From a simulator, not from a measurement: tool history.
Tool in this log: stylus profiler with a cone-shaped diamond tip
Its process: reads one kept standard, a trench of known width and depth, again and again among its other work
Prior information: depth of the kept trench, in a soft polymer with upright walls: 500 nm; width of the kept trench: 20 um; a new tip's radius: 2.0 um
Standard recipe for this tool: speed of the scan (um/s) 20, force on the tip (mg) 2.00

run,day,speed of the scan (um/s),force on the tip (mg),depth of the trench (angstrom),width of the trench's floor (µm)
1,0.000,20,2.00,5036.0,16.92
2,0.475,20,2.50,5047.5,16.92
3,0.925,20,4.13,5066.3,16.93
4,1.558,20,4.13,5067.3,16.90
5,2.071,20,4.13,5065.4,16.92
6,2.750,20,4.13,5064.5,16.88
7,3.058,20,4.13,5065.6,16.95
# day 3.112: height scale calibrated on a step standard
8,3.604,20,4.13,5063.8,16.93
9,4.046,12,2.00,5034.1,16.84
10,4.517,12,2.00,5036.0,16.87
11,4.871,12,2.00,5034.6,16.89
12,5.171,12,2.00,5037.3,16.92
13,5.688,12,2.00,5034.3,16.84
# day 6.079: height scale calibrated on a step standard, once more
14,6.308,12,2.00,5045.1,16.87
15,6.921,33,4.28,5074.0,16.73
16,7.471,33,2.65,5056.7,16.73
17,7.750,33,2.65,5051.7,16.73
18,8.200,33,2.65,5053.6,16.76
19,8.600,20,5.54,5085.3,16.78
20,9.142,13,2.15,5044.7,16.81
21,9.658,5,2.15,5046.2,16.88

Consider 5 possible next runs. They are alternatives, not a sequence: every one starts from the tool as it was left by run 21. What does each give?
A,10.242,20,1.00,?,?
B,10.242,47,2.00,?,?
C,10.242,5,2.15,?,?
D,10.242,20,1.83,?,?
E,10.242,32,1.04,?,?

run,depth of the trench (angstrom),width of the trench's floor (µm)
A,5028.4,16.65
B,5043.4,16.52
C,5045.6,16.83
D,5041.8,16.71
E,5027.6,16.60
The same runs, with their run-to-run variation unchanged, on a tool lacking any hidden condition would have given:
run,depth of the trench (angstrom),width of the trench's floor (µm)
A,5028.5,17.14
B,5043.5,17.01
C,5045.7,17.32
D,5041.8,17.20
E,5027.7,17.09
